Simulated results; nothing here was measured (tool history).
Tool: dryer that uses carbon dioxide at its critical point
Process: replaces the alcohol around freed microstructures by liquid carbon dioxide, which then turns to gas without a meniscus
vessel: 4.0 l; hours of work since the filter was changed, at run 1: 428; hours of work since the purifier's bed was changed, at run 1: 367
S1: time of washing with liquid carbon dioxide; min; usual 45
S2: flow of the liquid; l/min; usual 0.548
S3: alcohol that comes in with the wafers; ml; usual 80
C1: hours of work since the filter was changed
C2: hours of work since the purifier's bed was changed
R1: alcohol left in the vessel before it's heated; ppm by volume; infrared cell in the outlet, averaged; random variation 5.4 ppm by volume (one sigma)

{"run": 1, "hour": 0.0, "S1": 45, "S2": 0.548, "S3": 80, "C1": 428, "C2": 367, "R1": 291}
{"run": 2, "hour": 22.3, "S1": 45, "S2": 0.548, "S3": 80, "C1": 441, "C2": 379, "R1": 285}
{"run": 3, "hour": 48.3, "S1": 45, "S2": 0.548, "S3": 80, "C1": 456, "C2": 394, "R1": 288}
{"run": 4, "hour": 74.0, "S1": 45, "S2": 0.548, "S3": 80, "C1": 470, "C2": 409, "R1": 300}
{"run": 5, "hour": 118.4, "S1": 45, "S2": 0.548, "S3": 80, "C1": 496, "C2": 434, "R1": 318}
{"hour": 155.5, "done": "inlet filter changed"}
{"run": 6, "hour": 156.3, "S1": 45, "S2": 0.548, "S3": 80, "C1": 0, "C2": 455, "R1": 252}
{"run": 7, "hour": 186.6, "S1": 45, "S2": 0.904, "S3": 80, "C1": 18, "C2": 473, "R1": 128}
{"run": 8, "hour": 214.1, "S1": 45, "S2": 0.548, "S3": 93, "C1": 34, "C2": 488, "R1": 295}
{"run": 9, "hour": 243.1, "S1": 45, "S2": 0.548, "S3": 93, "C1": 50, "C2": 505, "R1": 288}
{"run": 10, "hour": 285.2, "S1": 45, "S2": 0.548, "S3": 93, "C1": 74, "C2": 529, "R1": 294}
{"run": 11, "hour": 321.0, "S1": 45, "S2": 0.548, "S3": 93, "C1": 95, "C2": 549, "R1": 308}
{"run": 12, "hour": 346.6, "S1": 45, "S2": 0.548, "S3": 93, "C1": 109, "C2": 564, "R1": 321}
{"run": 13, "hour": 368.7, "S1": 45, "S2": 0.548, "S3": 93, "C1": 122, "C2": 577, "R1": 321}
{"run": 14, "hour": 398.2, "S1": 45, "S2": 0.548, "S3": 27, "C1": 139, "C2": 594, "R1": 211}
{"run": 15, "hour": 417.9, "S1": 45, "S2": 0.548, "S3": 27, "C1": 150, "C2": 605, "R1": 205}
{"run": 16, "hour": 438.0, "S1": 45, "S2": 0.548, "S3": 80, "C1": 161, "C2": 616, "R1": 310}
{"run": 17, "hour": 465.3, "S1": 45, "S2": 0.548, "S3": 80, "C1": 177, "C2": 632, "R1": 327}
{"run": 18, "hour": 502.2, "S1": 45, "S2": 0.548, "S3": 80, "C1": 198, "C2": 653, "R1": 320}
{"run": 19, "hour": 544.5, "S1": 45, "S2": 0.548, "S3": 80, "C1": 222, "C2": 677, "R1": 344}
{"run": 20, "hour": 568.8, "S1": 45, "S2": 0.548, "S3": 80, "C1": 236, "C2": 691, "R1": 339}
{"run": 21, "hour": 591.9, "S1": 45, "S2": 0.548, "S3": 80, "C1": 249, "C2": 704, "R1": 341}
{"run": 22, "hour": 629.0, "S1": 45, "S2": 0.548, "S3": 80, "C1": 271, "C2": 726, "R1": 341}
{"run": 23, "hour": 663.3, "S1": 45, "S2": 0.548, "S3": 80, "C1": 290, "C2": 745, "R1": 360}
{"run": 24, "hour": 683.3, "S1": 60, "S2": 0.71, "S3": 80, "C1": 302, "C2": 757, "R1": 191}
{"run": 25, "hour": 703.2, "S1": 67, "S2": 0.71, "S3": 29, "C1": 313, "C2": 768, "R1": 204}
{"run": 26, "hour": 744.6, "S1": 36, "S2": 0.676, "S3": 33, "C1": 337, "C2": 792, "R1": 282}
{"run": 27, "hour": 780.1, "S1": 62, "S2": 0.758, "S3": 28, "C1": 357, "C2": 812, "R1": 203}
{"run": 28, "hour": 806.3, "S1": 66, "S2": 0.661, "S3": 28, "C1": 372, "C2": 827, "R1": 216}
{"run": 29, "hour": 839.6, "S1": 66, "S2": 0.661, "S3": 28, "C1": 391, "C2": 846, "R1": 207}
{"run": 30, "hour": 873.5, "S1": 52, "S2": 0.342, "S3": 80, "C1": 410, "C2": 865, "R1": 835}
{"run": 31, "hour": 921.3, "S1": 51, "S2": 0.534, "S3": 33, "C1": 438, "C2": 893, "R1": 274}
{"run": 32, "hour": 962.6, "S1": 60, "S2": 0.683, "S3": 58, "C1": 461, "C2": 916, "R1": 231}
{"run": 33, "hour": 990.2, "S1": 47, "S2": 0.683, "S3": 81, "C1": 477, "C2": 932, "R1": 290}
{"run": 34, "hour": 1036.0, "S1": 37, "S2": 0.42, "S3": 80, "C1": 503, "C2": 958, "R1": 1260}
{"hour": 1058.9, "done": "inlet filter changed"}
{"run": 35, "hour": 1081.4, "S1": 37, "S2": 0.422, "S3": 80, "C1": 13, "C2": 984, "R1": 1077}
{"run": 36, "hour": 1123.1, "S1": 47, "S2": 0.578, "S3": 109, "C1": 37, "C2": 1007, "R1": 364}
{"run": 37, "hour": 1147.3, "S1": 37, "S2": 0.579, "S3": 49, "C1": 51, "C2": 1021, "R1": 413}
{"run": 38, "hour": 1169.5, "S1": 28, "S2": 0.548, "S3": 68, "C1": 63, "C2": 1034, "R1": 1043}
{"run": 39, "hour": 1200.9, "S1": 33, "S2": 0.479, "S3": 80, "C1": 81, "C2": 1052, "R1": 1105}
{"run": 40, "hour": 1229.9, "S1": 33, "S2": 0.479, "S3": 80, "C1": 98, "C2": 1068, "R1": 1112}
{"run": 41, "hour": 1274.4, "S1": 45, "S2": 0.548, "S3": 22, "C1": 123, "C2": 1094, "R1": 307}
{"hour": 1318.0, "done": "purifier's bed changed"}
{"run": 42, "hour": 1320.8, "S1": 47, "S2": 0.342, "S3": 80, "C1": 148, "C2": 2, "R1": 795}
{"run": 43, "hour": 1355.9, "S1": 36, "S2": 0.61, "S3": 33, "C1": 168, "C2": 22, "R1": 116}
{"run": 44, "hour": 1387.9, "S1": 30, "S2": 0.61, "S3": 26, "C1": 186, "C2": 40, "R1": 194}
{"run": 45, "hour": 1429.0, "S1": 30, "S2": 0.61, "S3": 26, "C1": 210, "C2": 63, "R1": 208}
{"run": 46, "hour": 1464.3, "S1": 30, "S2": 0.61, "S3": 26, "C1": 230, "C2": 84, "R1": 208}

Hidden state or all else? Some run-to-run changes of R1, split into what the settings, what came in and random variation would give without the hidden state, and what is left for the hidden state (with any gauge scatter that isn't in both results):
The hidden state here: flow that reaches the vessel past the clogged filter, %; alcohol in the recycled carbon dioxide, ppm; drift of the gauge itself on alcohol_ppm, %.
Run 33 -> 34: S1 47 -> 37, S2 0.683 -> 0.420, S3 81 -> 80. R1 +970 ppm by volume: hidden state +185, all else +785.
Run 34 -> 35: S2 0.420 -> 0.422, inlet filter changed. R1 -183 ppm by volume: hidden state -174, all else -9.
Run 35 -> 36: S1 37 -> 47, S2 0.422 -> 0.578, S3 80 -> 109. R1 -713 ppm by volume: hidden state -9, all else -704.
Run 40 -> 41: S1 33 -> 45, S2 0.479 -> 0.548, S3 80 -> 22. R1 -805 ppm by volume: hidden state -39, all else -766.
Run 41 -> 42: S1 45 -> 47, S2 0.548 -> 0.342, S3 22 -> 80, purifier's bed changed. R1 +488 ppm by volume: hidden state -207, all else +695.
